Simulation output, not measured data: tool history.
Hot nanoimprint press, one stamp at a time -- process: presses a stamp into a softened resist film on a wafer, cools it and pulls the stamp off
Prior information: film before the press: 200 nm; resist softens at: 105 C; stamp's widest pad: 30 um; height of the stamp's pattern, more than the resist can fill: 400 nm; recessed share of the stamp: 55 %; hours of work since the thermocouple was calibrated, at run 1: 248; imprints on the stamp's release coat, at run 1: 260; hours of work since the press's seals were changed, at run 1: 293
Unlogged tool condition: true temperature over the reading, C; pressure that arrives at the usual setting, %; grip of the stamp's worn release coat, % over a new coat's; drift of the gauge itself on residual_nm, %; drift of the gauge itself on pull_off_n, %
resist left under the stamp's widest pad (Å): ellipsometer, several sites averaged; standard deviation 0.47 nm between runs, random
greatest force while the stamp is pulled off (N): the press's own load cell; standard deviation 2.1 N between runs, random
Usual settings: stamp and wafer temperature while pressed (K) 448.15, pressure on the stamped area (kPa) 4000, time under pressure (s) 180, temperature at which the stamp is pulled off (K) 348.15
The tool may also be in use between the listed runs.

run,day,stamp and wafer temperature while pressed (K),pressure on the stamped area (kPa),time under pressure (s),temperature at which the stamp is pulled off (K),hours of work since the thermocouple was calibrated,imprints on the stamp's release coat,hours of work since the press's seals were changed,resist left under the stamp's widest pad (Å),greatest force while the stamp is pulled off (N)
1,0.000,448.15,4000,180,348.15,248,260,293,1110,99
2,0.388,448.15,4000,180,347.15,255,305,300,1106,104
3,0.654,448.15,4000,180,347.15,259,336,305,1099,111
4,0.958,448.15,4000,180,347.15,264,371,310,1104,111
5,1.383,448.15,4000,180,348.15,272,419,317,1110,107
6,1.725,448.15,4000,180,348.15,278,459,323,1111,110
7,1.900,448.15,4000,180,340.15,281,479,326,1107,126
8,2.129,448.15,4000,180,340.15,285,505,330,1106,125
9,2.471,448.15,2740,180,348.15,291,544,336,1249,112
10,2.788,448.15,2740,180,348.15,296,581,341,1258,111
11,3.083,448.15,5460,180,348.15,301,615,347,990,120
12,3.458,448.15,4000,180,355.15,308,658,353,1111,105
13,3.679,448.15,4000,180,355.15,311,683,357,1116,104
14,3.983,448.15,4000,180,355.15,317,718,362,1124,109
15,4.300,448.15,4000,180,355.15,322,755,368,1116,107
# day 4.550: plate thermocouple calibrated
16,4.671,448.15,3820,180,355.15,2,783,372,1057,104
17,4.875,451.15,4000,180,348.15,6,806,375,889,122
18,5.304,448.15,2810,149,348.15,13,855,383,1250,120
19,5.533,448.15,2810,149,348.15,17,882,387,1258,126
20,5.717,460.15,2840,198,336.15,20,903,390,630,147
21,6.096,457.15,4000,180,340.15,27,947,396,660,140
22,6.362,457.15,4000,106,355.15,31,977,401,829,114
23,6.654,459.15,2990,240,345.15,36,1011,406,601,136
24,6.979,459.15,2990,240,345.15,42,1048,412,599,129
25,7.379,455.15,4050,240,355.15,49,1094,418,651,115
26,7.571,455.15,4050,240,355.15,52,1116,422,657,111
27,7.883,436.15,2710,236,352.15,58,1152,427,1691,123
28,8.171,451.15,5790,114,355.15,63,1185,432,944,114
29,8.450,443.15,4000,227,348.15,67,1217,437,1228,133

What if the next run were any one of these 4? Each begins from the tool's condition after run 29:
A,8.871,448.15,4000,112,348.15,75,1266,444,?,?
B,8.871,448.15,2540,180,337.15,75,1266,444,?,?
C,8.871,438.15,3550,227,335.15,75,1266,444,?,?
D,8.871,440.15,4880,279,348.15,75,1266,444,?,?

run,resist left under the stamp's widest pad (Å),greatest force while the stamp is pulled off (N)
A,1241,134
B,1234,162
C,1540,170
D,1249,138
Take away the tool's hidden state, keep each run's random variation, and the runs would have read:
run,resist left under the stamp's widest pad (Å),greatest force while the stamp is pulled off (N)
A,1221,91
B,1216,110
C,1522,116
D,1226,94

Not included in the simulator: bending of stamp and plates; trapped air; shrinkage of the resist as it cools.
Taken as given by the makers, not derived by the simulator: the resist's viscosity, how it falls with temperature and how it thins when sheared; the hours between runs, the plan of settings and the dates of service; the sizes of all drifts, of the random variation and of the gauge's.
